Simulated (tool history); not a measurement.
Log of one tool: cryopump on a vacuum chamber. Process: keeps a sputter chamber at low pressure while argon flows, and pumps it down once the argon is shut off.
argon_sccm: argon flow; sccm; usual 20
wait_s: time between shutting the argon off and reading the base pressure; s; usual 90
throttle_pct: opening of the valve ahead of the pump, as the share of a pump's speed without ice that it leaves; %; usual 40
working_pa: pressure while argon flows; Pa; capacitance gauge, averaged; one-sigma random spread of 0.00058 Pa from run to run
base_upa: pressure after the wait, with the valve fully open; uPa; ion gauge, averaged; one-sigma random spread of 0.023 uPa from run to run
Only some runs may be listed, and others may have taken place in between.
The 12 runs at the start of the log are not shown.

run,day,argon_sccm,wait_s,throttle_pct,hours of work since the pump was warmed up and emptied,hours of work since the cold head was overhauled,hours of work since the chamber's fittings were tightened,working_pa,base_upa
13,10.596,9,40,40,156,1163,351,0.0352,1.4
14,11.612,9,40,40,178,1185,373,0.0358,1.44
15,12.404,20,90,40,195,1202,390,0.0818,0.95
16,13.158,20,90,40,211,1218,406,0.0818,0.98
17,14.088,20,90,40,231,1238,426,0.0825,0.92
18,14.608,13,57,40,242,1249,437,0.0548,1.24
19,15.75,24,23,40,267,1273,462,0.1011,2.27
20,16.688,28,128,57,287,1293,482,0.0876,0.85
21,17.846,14,50,36,311,1318,506,0.0662,1.33
# day 18.75: pump warmed up, emptied and cooled again
22,18.783,9,90,44,1,1334,522,0.0307,0.86
23,19.879,9,90,44,24,1357,546,0.0319,0.86
24,20.638,21,90,44,40,1374,562,0.0726,0.86
25,21.346,21,215,44,56,1389,577,0.074,0.63
26,22.242,9,29,30,75,1408,596,0.0454,1.81
27,22.771,27,45,40,86,1419,607,0.1041,1.31
28,23.917,27,45,40,111,1444,632,0.1053,1.31
29,24.579,27,45,40,125,1458,646,0.1069,1.38
30,25.696,27,45,40,149,1482,670,0.1069,1.37
31,26.433,37,35,40,165,1498,686,0.1486,1.66
32,27.138,9,90,40,180,1513,701,0.0365,0.95
33,28.179,9,90,40,202,1535,723,0.0366,1.01
34,28.738,9,90,40,214,1547,735,0.0371,0.97

Alternative continuations, all from the tool just after run 34; predict every row:
A,29.908,11,92,52,239,1572,760,?,?
B,29.908,8,24,16,239,1572,760,?,?
C,29.908,18,90,53,239,1572,760,?,?
D,29.908,22,60,20,239,1572,760,?,?

run,working_pa,base_upa
A,0.0358,1.01
B,0.0789,2.19
C,0.0582,1.05
D,0.1728,1.21
What these runs would have given with no unlogged condition in the tool:
run,working_pa,base_upa
A,0.0314,0.68
B,0.0758,1.85
C,0.0511,0.71
D,0.1641,0.88

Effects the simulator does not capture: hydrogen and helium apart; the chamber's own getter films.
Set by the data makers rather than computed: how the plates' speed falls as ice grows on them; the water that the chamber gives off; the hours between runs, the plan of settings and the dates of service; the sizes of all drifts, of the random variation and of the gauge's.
